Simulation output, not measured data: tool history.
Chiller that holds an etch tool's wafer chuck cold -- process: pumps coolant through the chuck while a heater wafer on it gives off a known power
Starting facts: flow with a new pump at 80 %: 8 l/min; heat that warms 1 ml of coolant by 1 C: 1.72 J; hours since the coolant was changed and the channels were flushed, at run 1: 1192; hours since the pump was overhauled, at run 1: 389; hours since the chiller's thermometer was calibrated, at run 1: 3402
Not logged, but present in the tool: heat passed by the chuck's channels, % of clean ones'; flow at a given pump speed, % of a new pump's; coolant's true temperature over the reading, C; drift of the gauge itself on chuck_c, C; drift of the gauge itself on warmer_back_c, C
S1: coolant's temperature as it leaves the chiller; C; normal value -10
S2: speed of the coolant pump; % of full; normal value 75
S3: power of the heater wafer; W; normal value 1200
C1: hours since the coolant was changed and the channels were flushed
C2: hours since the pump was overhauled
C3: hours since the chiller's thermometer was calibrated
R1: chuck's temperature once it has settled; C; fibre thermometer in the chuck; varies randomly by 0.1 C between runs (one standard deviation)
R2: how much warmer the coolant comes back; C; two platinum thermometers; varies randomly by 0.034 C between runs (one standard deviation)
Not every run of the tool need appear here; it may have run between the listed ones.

{"run": 1, "hour": 0.0, "S1": -10, "S2": 75, "S3": 1200, "C1": 1192, "C2": 389, "C3": 3402, "R1": 5.3, "R2": 5.55}
{"run": 2, "hour": 41.8, "S1": -10, "S2": 75, "S3": 1200, "C1": 1234, "C2": 431, "C3": 3444, "R1": 5.4, "R2": 5.64}
{"run": 3, "hour": 87.4, "S1": -10, "S2": 75, "S3": 1200, "C1": 1280, "C2": 476, "C3": 3490, "R1": 5.4, "R2": 5.58}
{"run": 4, "hour": 127.2, "S1": -10, "S2": 75, "S3": 1200, "C1": 1319, "C2": 516, "C3": 3529, "R1": 5.5, "R2": 5.61}
{"run": 5, "hour": 167.0, "S1": -10, "S2": 75, "S3": 1200, "C1": 1359, "C2": 556, "C3": 3569, "R1": 5.5, "R2": 5.6}
{"run": 6, "hour": 234.3, "S1": -10, "S2": 75, "S3": 1200, "C1": 1427, "C2": 623, "C3": 3637, "R1": 5.3, "R2": 5.69}
{"run": 7, "hour": 300.0, "S1": -10, "S2": 75, "S3": 1200, "C1": 1492, "C2": 689, "C3": 3702, "R1": 5.4, "R2": 5.68}
{"run": 8, "hour": 358.3, "S1": -10, "S2": 75, "S3": 1200, "C1": 1551, "C2": 747, "C3": 3761, "R1": 5.6, "R2": 5.76}
{"run": 9, "hour": 440.6, "S1": -10, "S2": 75, "S3": 1200, "C1": 1633, "C2": 829, "C3": 3843, "R1": 5.4, "R2": 5.73}
{"run": 10, "hour": 500.8, "S1": -10, "S2": 77, "S3": 1200, "C1": 1693, "C2": 890, "C3": 3903, "R1": 5.1, "R2": 5.58}
{"run": 11, "hour": 584.8, "S1": -10, "S2": 80, "S3": 1200, "C1": 1777, "C2": 974, "C3": 3987, "R1": 4.7, "R2": 5.44}
{"run": 12, "hour": 643.7, "S1": -10, "S2": 75, "S3": 1200, "C1": 1836, "C2": 1032, "C3": 4046, "R1": 5.4, "R2": 5.83}
{"run": 13, "hour": 696.4, "S1": -10, "S2": 96, "S3": 1200, "C1": 1889, "C2": 1085, "C3": 4099, "R1": 2.6, "R2": 4.61}
{"run": 14, "hour": 766.8, "S1": -10, "S2": 96, "S3": 1200, "C1": 1959, "C2": 1156, "C3": 4169, "R1": 2.8, "R2": 4.6}
{"run": 15, "hour": 810.0, "S1": -10, "S2": 96, "S3": 1200, "C1": 2002, "C2": 1199, "C3": 4212, "R1": 2.7, "R2": 4.65}
{"run": 16, "hour": 883.9, "S1": -10, "S2": 96, "S3": 1200, "C1": 2076, "C2": 1273, "C3": 4286, "R1": 2.7, "R2": 4.65}
{"run": 17, "hour": 960.8, "S1": -10, "S2": 75, "S3": 755, "C1": 2153, "C2": 1350, "C3": 4363, "R1": -0.3, "R2": 3.81}
{"run": 18, "hour": 1014.7, "S1": -9, "S2": 97, "S3": 788, "C1": 2207, "C2": 1403, "C3": 4417, "R1": -0.6, "R2": 3.11}
{"run": 19, "hour": 1059.4, "S1": -10, "S2": 88, "S3": 631, "C1": 2252, "C2": 1448, "C3": 4462, "R1": -2.7, "R2": 2.81}
{"run": 20, "hour": 1113.1, "S1": -5, "S2": 99, "S3": 1280, "C1": 2305, "C2": 1502, "C3": 4515, "R1": 8.2, "R2": 4.85}
{"run": 21, "hour": 1171.3, "S1": -4, "S2": 70, "S3": 712, "C1": 2364, "C2": 1560, "C3": 4574, "R1": 5.6, "R2": 3.9}
{"run": 22, "hour": 1224.3, "S1": -10, "S2": 75, "S3": 1272, "C1": 2416, "C2": 1613, "C3": 4626, "R1": 6.3, "R2": 6.26}
{"run": 23, "hour": 1268.7, "S1": -10, "S2": 75, "S3": 1272, "C1": 2461, "C2": 1658, "C3": 4671, "R1": 6.4, "R2": 6.28}
{"run": 24, "hour": 1337.9, "S1": -8, "S2": 60, "S3": 1469, "C1": 2530, "C2": 1727, "C3": 4740, "R1": 14.8, "R2": 8.93}
{"run": 25, "hour": 1374.2, "S1": -20, "S2": 93, "S3": 1745, "C1": 2566, "C2": 1763, "C3": 4776, "R1": -1.1, "R2": 7.04}
{"run": 26, "hour": 1449.0, "S1": -7, "S2": 75, "S3": 1235, "C1": 2641, "C2": 1838, "C3": 4851, "R1": 8.9, "R2": 6.21}
{"run": 27, "hour": 1494.3, "S1": -7, "S2": 94, "S3": 898, "C1": 2686, "C2": 1883, "C3": 4896, "R1": 2.7, "R2": 3.8}
{"hour": 1572.6, "done": "chiller's thermometer calibrated"}
{"run": 28, "hour": 1572.6, "S1": -7, "S2": 94, "S3": 898, "C1": 2764, "C2": 1960, "C3": 0, "R1": 2.7, "R2": 3.79}
{"hour": 1597.5, "done": "gauge calibrated"}
{"run": 29, "hour": 1644.9, "S1": -7, "S2": 94, "S3": 898, "C1": 2836, "C2": 2033, "C3": 72, "R1": 2.7, "R2": 3.4}
{"run": 30, "hour": 1680.0, "S1": -13, "S2": 64, "S3": 631, "C1": 2871, "C2": 2068, "C3": 107, "R1": -3.9, "R2": 3.49}

Here are 5 independent what-if runs from the current tool condition. What would each one return?
{"run": "A", "hour": 1724.5, "S1": -13, "S2": 64, "S3": 1224, "C1": 2916, "C2": 2112, "C3": 152, "R1": "?", "R2": "?"}
{"run": "B", "hour": 1724.5, "S1": -14, "S2": 77, "S3": 614, "C1": 2916, "C2": 2112, "C3": 152, "R1": "?", "R2": "?"}
{"run": "C", "hour": 1724.5, "S1": 0, "S2": 75, "S3": 631, "C1": 2916, "C2": 2112, "C3": 152, "R1": "?", "R2": "?"}
{"run": "D", "hour": 1724.5, "S1": -10, "S2": 63, "S3": 953, "C1": 2916, "C2": 2112, "C3": 152, "R1": "?", "R2": "?"}
{"run": "E", "hour": 1724.5, "S1": -7, "S2": 76, "S3": 696, "C1": 2916, "C2": 2112, "C3": 152, "R1": "?", "R2": "?"}

run=A R1=4.9 R2=6.69
run=B R1=-6.1 R2=2.83
run=C R1=8.0 R2=2.97
run=D R1=4.1 R2=5.33
run=E R1=1.7 R2=3.24
Without the tool's hidden state the same runs would have given:
run=A R1=4.9 R2=6.65
run=B R1=-6.1 R2=2.79
run=C R1=8.0 R2=2.93
run=D R1=4.1 R2=5.29
run=E R1=1.7 R2=3.21

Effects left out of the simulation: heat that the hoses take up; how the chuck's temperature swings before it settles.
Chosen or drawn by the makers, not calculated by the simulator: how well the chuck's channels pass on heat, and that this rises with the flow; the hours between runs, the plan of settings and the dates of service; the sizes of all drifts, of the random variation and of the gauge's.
